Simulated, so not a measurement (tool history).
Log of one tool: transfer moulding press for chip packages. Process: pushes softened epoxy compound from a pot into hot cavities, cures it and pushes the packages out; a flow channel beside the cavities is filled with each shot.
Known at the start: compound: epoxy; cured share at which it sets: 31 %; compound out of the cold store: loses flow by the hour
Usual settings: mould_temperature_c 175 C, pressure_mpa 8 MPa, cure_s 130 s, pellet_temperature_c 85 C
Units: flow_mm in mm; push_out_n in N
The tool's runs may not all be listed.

run,hour,mould_temperature_c,pressure_mpa,cure_s,pellet_temperature_c,incoming compound's hours out of the cold store,flow_mm,push_out_n
1,0,175,8,130,85,40.3,728,353
2,8.6,175,8,130,85,13.7,826,363
3,13.3,173,8,130,85,29.6,766,399
4,19.5,175,8,130,85,13.7,835,357
5,24.4,175,8,130,79,26.1,759,375
6,32.3,175,8,130,79,46.4,708,338
7,38.3,175,8,130,79,44.7,710,360
8,46.3,175,8,130,79,27.4,781,352
9,53.1,175,8,130,94,15.6,813,357
10,62.3,175,8,130,85,9.2,851,368
11,68,175,8,130,85,30.4,769,353
# hour 74: cavities cleaned with cleaning compound and waxed
12,77.8,179,8,130,85,26.3,773,312
13,85.8,179,8,130,85,20.2,795,309
14,95.1,179,8,130,85,31.9,738,288
15,103.3,175,8,130,86,23.7,789,345
16,108.4,170,7.1,114,92,47,676,571
17,112.7,171,9.7,120,85,31.9,837,519
18,121.8,171,9.7,120,85,24.2,884,548
19,126.2,171,9.7,120,85,9.3,946,572
20,134.7,170,9.03,114,94,31.2,823,618
21,142.4,169,7.8,117,93,21.2,799,657
22,149,178,8,130,76,46.3,691,308
23,157.5,175,8,155,85,30,768,288
24,163.6,175,6.6,125,85,26.6,714,374
25,170.1,173,6.6,114,85,39.3,664,491
# hour 176.7: cavities cleaned with cleaning compound and waxed
26,178,173,6.6,114,78,47.3,644,484
27,182.9,175,8,151,75,28.1,774,302
28,190.3,178,7.27,126,75,27.3,731,326
29,198.4,178,7.27,126,75,35.3,706,336

Forecast each of these 3 alternatives for the next run:
A,203.5,177,7.27,162,94,19.2,?,?
B,203.5,175,8,135,83,19.7,?,?
C,203.5,175,6.18,121,75,16.7,?,?

run,flow_mm,push_out_n
A,764,293
B,805,335
C,713,415
Without the tool's hidden state the same runs would have given:
run,flow_mm,push_out_n
A,764,292
B,806,334
C,713,414
